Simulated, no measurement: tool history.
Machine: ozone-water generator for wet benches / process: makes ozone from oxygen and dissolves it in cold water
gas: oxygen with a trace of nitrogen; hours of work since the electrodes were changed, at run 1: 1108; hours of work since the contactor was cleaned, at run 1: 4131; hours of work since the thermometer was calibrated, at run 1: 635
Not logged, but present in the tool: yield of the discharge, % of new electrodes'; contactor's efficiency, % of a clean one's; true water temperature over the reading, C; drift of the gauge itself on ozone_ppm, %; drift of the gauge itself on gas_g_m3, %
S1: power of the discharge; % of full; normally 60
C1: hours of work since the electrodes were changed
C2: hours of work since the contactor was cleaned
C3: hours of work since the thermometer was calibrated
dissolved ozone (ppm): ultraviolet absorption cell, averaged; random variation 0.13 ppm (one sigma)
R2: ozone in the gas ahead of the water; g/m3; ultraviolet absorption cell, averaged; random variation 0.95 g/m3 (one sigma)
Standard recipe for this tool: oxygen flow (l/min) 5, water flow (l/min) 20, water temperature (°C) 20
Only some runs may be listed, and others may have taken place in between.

run 1 hour=0 | S1=60 oxygen_flow_(l/min)=5 water_flow_(l/min)=20 water_temperature_(°C)=20 | C1=1108 C2=4131 C3=635 | dissolved_ozone_(ppm)=14 R2=159.7
run 2 hour=61.8 | S1=60 oxygen_flow_(l/min)=5 water_flow_(l/min)=20 water_temperature_(°C)=16 | C1=1146 C2=4169 C3=673 | dissolved_ozone_(ppm)=15.2 R2=159.4
run 3 hour=111.9 | S1=60 oxygen_flow_(l/min)=5 water_flow_(l/min)=20 water_temperature_(°C)=16 | C1=1177 C2=4200 C3=704 | dissolved_ozone_(ppm)=15.2 R2=159.6
run 4 hour=147.9 | S1=60 oxygen_flow_(l/min)=5 water_flow_(l/min)=26 water_temperature_(°C)=20 | C1=1199 C2=4222 C3=726 | dissolved_ozone_(ppm)=11.5 R2=157.6
run 5 hour=190.8 | S1=60 oxygen_flow_(l/min)=5 water_flow_(l/min)=18 water_temperature_(°C)=20 | C1=1226 C2=4249 C3=753 | dissolved_ozone_(ppm)=15.6 R2=159.1
run 6 hour=241.2 | S1=60 oxygen_flow_(l/min)=5 water_flow_(l/min)=20 water_temperature_(°C)=21 | C1=1257 C2=4280 C3=784 | dissolved_ozone_(ppm)=14.1 R2=160.4
run 7 hour=281.5 | S1=60 oxygen_flow_(l/min)=5 water_flow_(l/min)=20 water_temperature_(°C)=21 | C1=1282 C2=4305 C3=809 | dissolved_ozone_(ppm)=14 R2=157.2
run 8 hour=327.4 | S1=60 oxygen_flow_(l/min)=5 water_flow_(l/min)=20 water_temperature_(°C)=21 | C1=1311 C2=4333 C3=837 | dissolved_ozone_(ppm)=14.1 R2=157.6
run 9 hour=356.4 | S1=60 oxygen_flow_(l/min)=5 water_flow_(l/min)=20 water_temperature_(°C)=21 | C1=1328 C2=4351 C3=855 | dissolved_ozone_(ppm)=14.1 R2=158.5
run 10 hour=408.3 | S1=60 oxygen_flow_(l/min)=5 water_flow_(l/min)=20 water_temperature_(°C)=20 | C1=1361 C2=4383 C3=887 | dissolved_ozone_(ppm)=14.3 R2=158.9
run 11 hour=467.3 | S1=41 oxygen_flow_(l/min)=5 water_flow_(l/min)=20 water_temperature_(°C)=20 | C1=1397 C2=4420 C3=924 | dissolved_ozone_(ppm)=10.4 R2=113.6
run 12 hour=498 | S1=60 oxygen_flow_(l/min)=6.86 water_flow_(l/min)=20 water_temperature_(°C)=20 | C1=1416 C2=4439 C3=943 | dissolved_ozone_(ppm)=14.8 R2=139.5
run 13 hour=544.4 | S1=60 oxygen_flow_(l/min)=6.86 water_flow_(l/min)=20 water_temperature_(°C)=20 | C1=1445 C2=4468 C3=971 | dissolved_ozone_(ppm)=15 R2=140.4
run 14 hour=584.6 | S1=60 oxygen_flow_(l/min)=6.86 water_flow_(l/min)=20 water_temperature_(°C)=20 | C1=1470 C2=4492 C3=996 | dissolved_ozone_(ppm)=14.7 R2=140.2
run 15 hour=610.9 | S1=60 oxygen_flow_(l/min)=5.16 water_flow_(l/min)=20 water_temperature_(°C)=20 | C1=1486 C2=4509 C3=1013 | dissolved_ozone_(ppm)=14.1 R2=154.9
run 16 hour=664.5 | S1=60 oxygen_flow_(l/min)=5.16 water_flow_(l/min)=20 water_temperature_(°C)=20 | C1=1519 C2=4542 C3=1046 | dissolved_ozone_(ppm)=14.1 R2=156.5
run 17 hour=696.7 | S1=60 oxygen_flow_(l/min)=5.16 water_flow_(l/min)=20 water_temperature_(°C)=20 | C1=1539 C2=4562 C3=1066 | dissolved_ozone_(ppm)=14.3 R2=156.1

Predict the results of run 18:
run 18 hour=733.8 | S1=55 oxygen_flow_(l/min)=5.16 water_flow_(l/min)=20 water_temperature_(°C)=20 | C1=1562 C2=4585 C3=1089 | dissolved_ozone_(ppm)=? R2=?

Run 18 came out at dissolved ozone (ppm) 13.4, R2 146.8 g/m3.
On a tool with no hidden condition, and with the same random variation, this run would have come out at dissolved ozone (ppm) 14.2, R2 149.6 g/m3.

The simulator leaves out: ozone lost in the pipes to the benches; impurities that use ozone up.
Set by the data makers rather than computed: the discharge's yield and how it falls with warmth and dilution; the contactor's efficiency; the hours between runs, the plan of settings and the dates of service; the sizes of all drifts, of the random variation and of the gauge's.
